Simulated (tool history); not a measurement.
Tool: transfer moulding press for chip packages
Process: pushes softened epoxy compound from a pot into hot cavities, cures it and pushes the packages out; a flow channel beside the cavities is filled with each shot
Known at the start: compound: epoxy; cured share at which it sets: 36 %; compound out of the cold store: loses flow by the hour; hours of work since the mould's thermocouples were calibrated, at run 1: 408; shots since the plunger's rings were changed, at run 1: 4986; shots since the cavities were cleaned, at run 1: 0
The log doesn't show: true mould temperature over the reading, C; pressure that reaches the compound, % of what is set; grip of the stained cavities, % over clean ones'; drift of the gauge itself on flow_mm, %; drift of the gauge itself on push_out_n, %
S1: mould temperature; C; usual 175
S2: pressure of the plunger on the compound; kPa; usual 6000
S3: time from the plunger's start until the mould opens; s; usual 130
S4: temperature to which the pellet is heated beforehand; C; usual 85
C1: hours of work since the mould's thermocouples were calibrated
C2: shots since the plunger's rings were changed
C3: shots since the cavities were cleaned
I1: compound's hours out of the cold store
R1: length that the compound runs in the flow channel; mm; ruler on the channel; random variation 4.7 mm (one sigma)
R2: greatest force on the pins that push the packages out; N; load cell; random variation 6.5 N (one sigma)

run	hour	S1	S2	S3	S4	C1	C2	C3	I1	R1	R2
1	0.0	175	6000	130	85	408	4986	0	38.1	613	281
2	51.2	175	6000	130	85	430	5308	322	41.5	590	375
3	102.4	175	6000	130	85	453	5631	645	20.2	633	421
# hour 123.5: mould's thermocouples calibrated
4	167.8	175	6000	130	85	20	6030	1044	18.0	641	448
# hour 184.3: cavities cleaned with cleaning compound and waxed
5	226.8	175	6000	130	85	45	6393	268	41.2	581	353
6	285.4	175	6000	130	85	71	6762	637	26.5	604	408
# hour 312.2: mould's thermocouples calibrated, once more
7	319.6	175	6000	130	85	3	6965	840	11.1	642	430
# hour 326.5: plunger's sealing rings changed
# hour 374.0: cavities cleaned with cleaning compound and waxed
8	390.4	175	6000	130	85	33	394	104	26.1	683	296
9	427.9	175	6000	130	85	49	629	339	44.8	635	357
10	471.4	179	6000	130	85	68	904	614	16.1	689	357
11	533.9	179	6000	163	85	96	1297	1007	41.0	627	352
# hour 555.2: cavities cleaned with cleaning compound and waxed
12	586.1	179	6000	163	85	118	1617	195	19.9	671	277
13	627.3	175	6000	144	85	136	1876	454	11.0	709	349
14	672.7	175	6000	144	85	156	2162	740	23.8	671	386
15	728.5	175	6000	138	89	181	2514	1092	29.3	653	408
# hour 737.0: cavities cleaned with cleaning compound and waxed
16	769.3	175	6000	138	89	198	2761	203	39.1	629	303
17	813.0	174	4970	125	90	217	3037	479	43.3	563	397
18	843.2	174	4970	125	90	231	3227	669	14.5	629	478
19	883.8	174	4970	125	90	249	3482	924	34.7	570	447
# hour 922.9: cavities cleaned with cleaning compound and waxed
20	942.4	178	5180	125	79	274	3843	123	11.1	619	290
21	1005.0	175	7060	141	95	301	4237	517	42.3	660	363
22	1073.0	175	7060	141	95	331	4665	945	41.0	651	395
# hour 1105.7: cavities cleaned with cleaning compound and waxed
23	1142.0	175	7430	164	95	361	5090	229	43.9	665	273
24	1203.5	175	7430	164	95	388	5478	617	12.2	735	361
25	1233.5	175	7430	164	95	401	5667	806	23.4	698	360
# hour 1287.7: cavities cleaned with cleaning compound and waxed
26	1289.2	167	4820	164	95	425	6008	9	24.1	587	302
27	1347.1	183	4600	145	75	451	6373	374	45.9	485	299

Hidden state at the last listed run before each entry between runs and at the first one after, where it differs:
Between runs 3 and 4: mould's thermocouples calibrated (hour 123.5)
  true mould temperature over the reading, C: -0.72 -> -0.91; pressure that reaches the compound, % of what is set: 81.78 -> 80.59; grip of the stained cavities, % over clean ones': 55.5 -> 63.1
  measured less the result without the state, R1: -64 -> -70 mm; R2: +160 -> +185 N
Between runs 4 and 5: cavities cleaned with cleaning compound and waxed (hour 184.3)
  true mould temperature over the reading, C: -0.91 -> -0.93; pressure that reaches the compound, % of what is set: 80.59 -> 79.47; grip of the stained cavities, % over clean ones': 63.1 -> 34.2
  measured less the result without the state, R1: -70 -> -68 mm; R2: +185 -> +100 N
Between runs 6 and 7: mould's thermocouples calibrated, once more (hour 312.2)
  true mould temperature over the reading, C: -0.95 -> -0.12; pressure that reaches the compound, % of what is set: 78.28 -> 77.59; grip of the stained cavities, % over clean ones': 53.9 -> 59.3
  measured less the result without the state, R1: -75 -> -87 mm; R2: +154 -> +160 N
Between runs 7 and 8: plunger's sealing rings changed (hour 326.5); cavities cleaned with cleaning compound and waxed (hour 374.0)
  true mould temperature over the reading, C: -0.12 -> -0.15; pressure that reaches the compound, % of what is set: 77.59 -> 98.51; grip of the stained cavities, % over clean ones': 59.3 -> 17.4
  measured less the result without the state, R1: -87 -> -5 mm; R2: +160 -> +45 N
Between runs 11 and 12: cavities cleaned with cleaning compound and waxed (hour 555.2)
  true mould temperature over the reading, C: -0.19 -> -0.21; pressure that reaches the compound, % of what is set: 95.67 -> 94.67; grip of the stained cavities, % over clean ones': 62.5 -> 27.5
  measured less the result without the state, R1: -13 -> -18 mm; R2: +135 -> +61 N
Between runs 15 and 16: cavities cleaned with cleaning compound and waxed (hour 737.0)
  true mould temperature over the reading, C: -0.27 -> -0.28; pressure that reaches the compound, % of what is set: 91.97 -> 91.2; grip of the stained cavities, % over clean ones': 63.1 -> 28.1
  measured less the result without the state, R1: -28 -> -29 mm; R2: +159 -> +68 N
Between runs 19 and 20: cavities cleaned with cleaning compound and waxed (hour 922.9)
  true mould temperature over the reading, C: -0.32 -> -0.34; pressure that reaches the compound, % of what is set: 88.95 -> 87.86; grip of the stained cavities, % over clean ones': 61.5 -> 19
  measured less the result without the state, R1: -33 -> -40 mm; R2: +177 -> +50 N
Between runs 22 and 23: cavities cleaned with cleaning compound and waxed (hour 1105.7)
  true mould temperature over the reading, C: -0.39 -> -0.41; pressure that reaches the compound, % of what is set: 85.43 -> 84.16; grip of the stained cavities, % over clean ones': 61 -> 31.7
  measured less the result without the state, R1: -52 -> -59 mm; R2: +151 -> +68 N
Between runs 25 and 26: cavities cleaned with cleaning compound and waxed (hour 1287.7)
  true mould temperature over the reading, C: -0.44 -> -0.46; pressure that reaches the compound, % of what is set: 82.53 -> 81.62; grip of the stained cavities, % over clean ones': 59.5 -> 1.6
  measured less the result without the state, R1: -69 -> -62 mm; R2: +136 -> +12 N
